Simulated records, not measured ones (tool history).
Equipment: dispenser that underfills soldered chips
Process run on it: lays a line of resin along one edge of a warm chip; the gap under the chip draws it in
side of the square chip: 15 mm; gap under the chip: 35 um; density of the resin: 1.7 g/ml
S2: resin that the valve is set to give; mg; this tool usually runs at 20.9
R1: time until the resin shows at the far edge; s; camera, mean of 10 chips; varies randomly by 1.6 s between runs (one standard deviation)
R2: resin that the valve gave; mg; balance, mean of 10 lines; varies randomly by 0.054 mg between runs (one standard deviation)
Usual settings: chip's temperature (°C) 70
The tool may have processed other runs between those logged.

Run 1, hour 0: usual settings. Result: R1 171.2 s, R2 20.48 mg.
At hour 14.7: new syringe of resin.
Run 2, hour 14.7: usual settings. Result: R1 161.8 s, R2 20.44 mg.
Run 3, hour 21.3: usual settings. Result: R1 232.4 s, R2 20.34 mg.
At hour 30.7: new syringe of resin.
Run 4, hour 31.6: usual settings but chip's temperature (°C) 62. Result: R1 231.8 s, R2 20.28 mg.
Run 5, hour 43.5: usual settings but chip's temperature (°C) 62. Result: R1 459.3 s, R2 20.23 mg.
At hour 47.1: new syringe of resin.
At hour 49.5: dispensing valve cleaned and set on the balance.
Run 6, hour 52.1: usual settings but chip's temperature (°C) 62. Result: R1 261.4 s, R2 20.81 mg.
At hour 64: new syringe of resin.
Run 7, hour 64.6: usual settings. Result: R1 167.5 s, R2 20.83 mg.
Run 8, hour 76.4: usual settings. Result: R1 327.6 s, R2 20.71 mg.
At hour 79.8: new syringe of resin.
Run 9, hour 82.7: usual settings. Result: R1 186 s, R2 20.77 mg.
Run 10, hour 94.5: usual settings. Result: R1 366.2 s, R2 20.61 mg.
At hour 95.4: new syringe of resin.
Run 11, hour 102.5: usual settings. Result: R1 237.2 s, R2 20.55 mg.
At hour 111: new syringe of resin.
Run 12, hour 113.4: usual settings. Result: R1 187 s, R2 20.45 mg.
Run 13, hour 120.8: usual settings but chip's temperature (°C) 77, S2 23.3 mg. Result: R1 213.2 s, R2 22.84 mg.
At hour 126.8: new syringe of resin.
Run 14, hour 133.5: usual settings but chip's temperature (°C) 83, S2 24 mg. Result: R1 150.8 s, R2 23.47 mg.
Run 15, hour 140: usual settings but chip's temperature (°C) 62, S2 19.9 mg. Result: R1 450.3 s, R2 19.43 mg.
At hour 142.3: new syringe of resin.
Run 16, hour 151.9: usual settings but chip's temperature (°C) 77, S2 26.7 mg. Result: R1 212.3 s, R2 26.07 mg.
At hour 158.2: new syringe of resin.
Run 17, hour 162.3: usual settings but chip's temperature (°C) 77, S2 26.3 mg. Result: R1 160.9 s, R2 25.43 mg.
Run 18, hour 172.4: usual settings but S2 24 mg. Result: R1 361.7 s, R2 23.08 mg.
At hour 174.4: new syringe of resin.
Run 19, hour 178.9: usual settings but chip's temperature (°C) 69, S2 22 mg. Result: R1 217.2 s, R2 21.21 mg.
Run 20, hour 185.5: usual settings but chip's temperature (°C) 56, S2 23 mg. Result: R1 502.4 s, R2 22.22 mg.
At hour 188.8: dispensing valve cleaned and set on the balance.
At hour 191.1: new syringe of resin.
Run 21, hour 199.6: usual settings but chip's temperature (°C) 56, S2 23 mg. Result: R1 441.4 s, R2 22.84 mg.
Run 22, hour 206.2: usual settings but chip's temperature (°C) 59, S2 26.8 mg. Result: R1 554 s, R2 26.68 mg.
At hour 207.8: new syringe of resin.
Run 23, hour 217.5: usual settings but chip's temperature (°C) 63, S2 24.2 mg. Result: R1 360.3 s, R2 24.05 mg.

Each row is a separate what-if for the run after 23, all from the same tool condition, not one after another. Results?
At hour 223.7: new syringe of resin.
Run A, hour 224.1: usual settings but chip's temperature (°C) 67, S2 21.7 mg. Result: R1 ?, R2 ?.
At hour 223.7: new syringe of resin.
Run B, hour 224.1: usual settings but chip's temperature (°C) 84, S2 21.3 mg. Result: R1 ?, R2 ?.
At hour 223.7: new syringe of resin.
Run C, hour 224.1: usual settings but chip's temperature (°C) 64, S2 24.2 mg. Result: R1 ?, R2 ?.
At hour 223.7: new syringe of resin.
Run D, hour 224.1: usual settings but chip's temperature (°C) 65, S2 18.2 mg. Result: R1 ?, R2 ?.
At hour 223.7: new syringe of resin.
Run E, hour 224.1: usual settings but chip's temperature (°C) 59, S2 24.4 mg. Result: R1 ?, R2 ?.

run     R1     R2
  A  182.6  21.54
  B  103.4  21.09
  C  203.9  23.93
  D  202.4  17.99
  E  242.6  24.11
What these runs would have given with no unlogged condition in the tool:
run     R1     R2
  A  171.4  21.78
  B   97.4  21.32
  C  191.4  24.19
  D  189.6  18.19
  E  227.3  24.38
